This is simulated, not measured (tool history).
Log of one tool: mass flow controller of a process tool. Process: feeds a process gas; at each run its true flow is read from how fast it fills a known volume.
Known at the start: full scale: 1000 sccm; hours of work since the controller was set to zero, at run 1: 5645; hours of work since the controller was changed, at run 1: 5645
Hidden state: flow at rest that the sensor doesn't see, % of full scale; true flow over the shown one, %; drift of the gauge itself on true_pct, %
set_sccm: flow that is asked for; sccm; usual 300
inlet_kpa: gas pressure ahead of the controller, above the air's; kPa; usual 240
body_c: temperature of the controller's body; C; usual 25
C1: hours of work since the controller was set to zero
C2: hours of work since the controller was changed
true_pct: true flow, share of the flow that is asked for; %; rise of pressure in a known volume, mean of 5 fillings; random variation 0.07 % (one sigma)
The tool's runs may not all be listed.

run 1 day=0.000 | set_sccm=300 inlet_kpa=240 body_c=25 | C1=5645 C2=5645 | true_pct=95.95
run 2 day=8.388 | set_sccm=300 inlet_kpa=240 body_c=25 | C1=5782 C2=5782 | true_pct=95.86
run 3 day=16.958 | set_sccm=300 inlet_kpa=240 body_c=25 | C1=5923 C2=5923 | true_pct=95.78
run 4 day=23.725 | set_sccm=300 inlet_kpa=240 body_c=25 | C1=6034 C2=6034 | true_pct=95.83
run 5 day=28.750 | set_sccm=300 inlet_kpa=240 body_c=25 | C1=6117 C2=6117 | true_pct=95.62
run 6 day=38.438 | set_sccm=300 inlet_kpa=240 body_c=25 | C1=6276 C2=6276 | true_pct=95.58
run 7 day=43.983 | set_sccm=180 inlet_kpa=240 body_c=25 | C1=6367 C2=6367 | true_pct=93.37
run 8 day=47.996 | set_sccm=180 inlet_kpa=240 body_c=25 | C1=6432 C2=6432 | true_pct=93.36
run 9 day=56.488 | set_sccm=300 inlet_kpa=240 body_c=25 | C1=6572 C2=6572 | true_pct=95.55
run 10 day=62.029 | set_sccm=300 inlet_kpa=240 body_c=25 | C1=6663 C2=6663 | true_pct=95.50
run 11 day=66.325 | set_sccm=300 inlet_kpa=240 body_c=25 | C1=6733 C2=6733 | true_pct=95.46
run 12 day=72.267 | set_sccm=300 inlet_kpa=240 body_c=25 | C1=6831 C2=6831 | true_pct=95.59
run 13 day=77.221 | set_sccm=300 inlet_kpa=240 body_c=25 | C1=6912 C2=6912 | true_pct=95.41
run 14 day=84.267 | set_sccm=300 inlet_kpa=240 body_c=25 | C1=7028 C2=7028 | true_pct=95.36
run 15 day=89.404 | set_sccm=300 inlet_kpa=240 body_c=25 | C1=7112 C2=7112 | true_pct=95.32
run 16 day=98.704 | set_sccm=300 inlet_kpa=240 body_c=25 | C1=7265 C2=7265 | true_pct=95.34
run 17 day=104.575 | set_sccm=439 inlet_kpa=240 body_c=25 | C1=7361 C2=7361 | true_pct=96.74
run 18 day=110.171 | set_sccm=439 inlet_kpa=208 body_c=25 | C1=7453 C2=7453 | true_pct=96.63
run 19 day=114.642 | set_sccm=439 inlet_kpa=208 body_c=25 | C1=7526 C2=7526 | true_pct=96.56
-- day=118.508 controller's zero set anew
run 20 day=119.129 | set_sccm=439 inlet_kpa=208 body_c=25 | C1=10 C2=7599 | true_pct=96.38
run 21 day=125.792 | set_sccm=439 inlet_kpa=208 body_c=25 | C1=119 C2=7709 | true_pct=96.28
run 22 day=133.912 | set_sccm=439 inlet_kpa=208 body_c=25 | C1=253 C2=7842 | true_pct=96.30
run 23 day=141.667 | set_sccm=439 inlet_kpa=208 body_c=30 | C1=380 C2=7969 | true_pct=96.00
run 24 day=148.571 | set_sccm=183 inlet_kpa=233 body_c=34 | C1=493 C2=8082 | true_pct=91.05
-- day=150.138 controller's zero set anew, once more
run 25 day=152.938 | set_sccm=157 inlet_kpa=235 body_c=25 | C1=46 C2=8154 | true_pct=97.89
run 26 day=159.833 | set_sccm=157 inlet_kpa=235 body_c=25 | C1=159 C2=8267 | true_pct=97.91
run 27 day=166.325 | set_sccm=114 inlet_kpa=251 body_c=25 | C1=266 C2=8373 | true_pct=97.52
run 28 day=174.388 | set_sccm=393 inlet_kpa=224 body_c=38 | C1=398 C2=8506 | true_pct=98.07
run 29 day=182.829 | set_sccm=300 inlet_kpa=150 body_c=25 | C1=536 C2=8644 | true_pct=98.17
run 30 day=187.304 | set_sccm=263 inlet_kpa=240 body_c=25 | C1=610 C2=8718 | true_pct=98.21
run 31 day=194.525 | set_sccm=263 inlet_kpa=188 body_c=25 | C1=728 C2=8836 | true_pct=98.16
run 32 day=201.925 | set_sccm=263 inlet_kpa=188 body_c=25 | C1=850 C2=8958 | true_pct=98.00
run 33 day=210.300 | set_sccm=300 inlet_kpa=172 body_c=25 | C1=987 C2=9095 | true_pct=98.06
run 34 day=218.321 | set_sccm=300 inlet_kpa=172 body_c=25 | C1=1119 C2=9227 | true_pct=98.07
run 35 day=222.454 | set_sccm=300 inlet_kpa=203 body_c=25 | C1=1187 C2=9294 | true_pct=98.00
run 36 day=231.667 | set_sccm=300 inlet_kpa=203 body_c=25 | C1=1338 C2=9446 | true_pct=98.03
run 37 day=236.167 | set_sccm=300 inlet_kpa=203 body_c=25 | C1=1412 C2=9519 | true_pct=97.89
run 38 day=245.592 | set_sccm=300 inlet_kpa=246 body_c=29 | C1=1566 C2=9674 | true_pct=97.80
run 39 day=252.842 | set_sccm=300 inlet_kpa=246 body_c=29 | C1=1685 C2=9793 | true_pct=97.72
run 40 day=261.075 | set_sccm=675 inlet_kpa=148 body_c=25 | C1=1820 C2=9928 | true_pct=99.32
run 41 day=265.050 | set_sccm=171 inlet_kpa=140 body_c=25 | C1=1886 C2=9993 | true_pct=96.60
run 42 day=274.842 | set_sccm=171 inlet_kpa=140 body_c=25 | C1=2046 C2=10154 | true_pct=96.52

Hidden state or all else? Some run-to-run changes of true_pct, split into what the settings, what came in and random variation would give without the hidden state, and what is left for the hidden state (with any gauge scatter that isn't in both results):
Run 6 -> 7: set_sccm 300 -> 180. true_pct -2.21 %: hidden state -1.97, all else -0.24.
Run 23 -> 24: set_sccm 439 -> 183, inlet_kpa 208 -> 233, body_c 30 -> 34. true_pct -4.95 %: hidden state -3.95, all else -1.00.
Run 24 -> 25: set_sccm 183 -> 157, inlet_kpa 233 -> 235, body_c 34 -> 25, controller's zero set anew, once more. true_pct +6.84 %: hidden state +6.47, all else +0.37.
Run 40 -> 41: set_sccm 675 -> 171, inlet_kpa 148 -> 140. true_pct -2.72 %: hidden state -1.24, all else -1.48.

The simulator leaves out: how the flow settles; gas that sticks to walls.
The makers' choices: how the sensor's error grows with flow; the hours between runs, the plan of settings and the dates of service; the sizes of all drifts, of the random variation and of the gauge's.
